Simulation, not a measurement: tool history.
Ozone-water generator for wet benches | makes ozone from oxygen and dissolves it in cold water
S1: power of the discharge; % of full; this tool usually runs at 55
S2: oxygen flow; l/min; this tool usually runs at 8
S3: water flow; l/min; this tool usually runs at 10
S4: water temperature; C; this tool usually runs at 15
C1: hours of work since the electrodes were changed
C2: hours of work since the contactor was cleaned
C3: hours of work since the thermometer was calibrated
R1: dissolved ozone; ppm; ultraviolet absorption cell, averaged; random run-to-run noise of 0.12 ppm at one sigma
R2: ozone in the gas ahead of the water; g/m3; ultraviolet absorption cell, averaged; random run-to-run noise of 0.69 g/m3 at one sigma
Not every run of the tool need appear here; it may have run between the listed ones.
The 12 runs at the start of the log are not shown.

run	day	S1	S2	S3	S4	C1	C2	C3	R1	R2
13	30.85	55	8	10	15	3362	3272	1400	17.8	128.7
14	33.067	55	8	10	15	3407	3317	1446	18	129.5
15	34.7	55	8	13	15	3441	3351	1479	14.2	128.9
16	37.346	55	8	10	15	3496	3406	1534	17.8	129.8
17	39.738	55	8	10	22	3545	3455	1583	15.2	129.6
18	42.229	55	8	10	22	3596	3506	1634	15.2	128.5
19	44.883	48	13.56	12	22	3651	3561	1689	10.2	89.2
# day 45.762: gauge calibrated
# day 45.929: contactor cleaned
20	46.971	87	13.56	12	22	3690	21	1729	14.5	130.3
21	48.779	87	13.56	12	22	3728	59	1766	14.7	130.1
22	51.254	47	13.56	12	10	3779	110	1817	13.7	89.8
23	52.979	46	5.61	10	15	3814	145	1852	17.2	142.7
24	56.242	55	11.97	11	13	3881	212	1920	15.5	104.9
25	58.117	55	10.49	11	7	3920	251	1958	18.5	113
26	59.829	55	10.49	11	7	3955	286	1994	18.5	113.4
27	62.192	55	10.49	11	7	4004	335	2042	18.5	113.6
28	64.867	55	10.49	11	7	4059	390	2097	18.2	112.2
29	68.008	55	10.49	11	7	4124	455	2162	18.2	111.7
30	69.567	68	4.03	11	8	4156	487	2194	22.8	215.5
31	73.229	67	8.82	15	15	4231	562	2269	13.6	139.1

Expected results for the next run?
32	74.962	67	8.82	15	15	4267	598	2305	?	?

{"run 32": {"R1": 13.7, "R2": 139.4}}
Without the tool's hidden state the same run would have given R1 13.8 ppm, R2 142.2 g/m3.
